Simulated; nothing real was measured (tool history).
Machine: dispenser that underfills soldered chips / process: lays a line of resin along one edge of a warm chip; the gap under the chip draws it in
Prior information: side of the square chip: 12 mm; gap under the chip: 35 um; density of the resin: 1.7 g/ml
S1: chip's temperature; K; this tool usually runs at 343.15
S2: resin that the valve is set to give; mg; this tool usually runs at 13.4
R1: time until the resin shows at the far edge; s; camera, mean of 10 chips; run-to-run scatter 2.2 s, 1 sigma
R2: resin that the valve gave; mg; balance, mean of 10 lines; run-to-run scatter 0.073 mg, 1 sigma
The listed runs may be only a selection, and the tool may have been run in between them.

run	hour	S1	S2	R1	R2
1	0	343.15	13.4	256.3	13.26
# hour 2.8: new syringe of resin
2	2.8	343.15	13.4	214.3	13.58
3	7.1	343.15	13.4	239.2	13.38
4	10.2	343.15	13.4	256.5	13.26
# hour 11.9: new syringe of resin
5	13.7	343.15	13.4	223.7	13.19
6	17.7	341.15	13.4	257.5	13.25
7	20.5	341.15	13.4	281.9	13.27
# hour 21: new syringe of resin
8	23.3	341.15	13.4	239	13.16
9	27.8	341.15	13.4	263.2	13.15
# hour 30.3: new syringe of resin
10	32.1	341.15	13.4	241.1	13.13
11	34.1	343.15	17.4	234.3	16.99
12	36.3	343.15	16.5	241.4	16.24
# hour 39.6: new syringe of resin
13	40.7	352.15	11.6	176.7	11.37
14	43.4	356.15	12.6	164	12.35
15	48.1	337.15	11.5	331.6	11.28
# hour 48.7: new syringe of resin
16	52.8	333.15	12.7	335.1	12.32
17	56.3	334.15	13.4	347	13.01
# hour 57.9: new syringe of resin
18	60.5	350.15	14.1	184.3	13.65
19	63.8	348.15	13.9	208.4	13.42
# hour 66.9: new syringe of resin
20	68.6	338.15	14.7	259.1	14.28
21	72.5	338.15	14.7	277.8	14.18
# hour 73.9: dispensing valve cleaned and set on the balance
# hour 77: new syringe of resin
22	78.1	350.15	11.7	184.1	11.87
23	81.6	337.15	11.5	297.4	11.4
# hour 86: new syringe of resin
24	86	353.15	15.2	152.1	15.02

Predict each of these 4 candidate next runs independently; none follows another, all start after run 24:
A	90.8	349.15	17.2	?	?
B	90.8	329.15	12	?	?
C	90.8	339.15	15.2	?	?
D	90.8	330.15	14.2	?	?

run	R1	R2
A	193.9	16.89
B	378.7	11.91
C	263.3	14.94
D	356.9	14.03
Had the tool no hidden state, the same runs would have come out as:
run	R1	R2
A	177.3	17.01
B	346	11.99
C	240.7	15.04
D	326.4	14.12
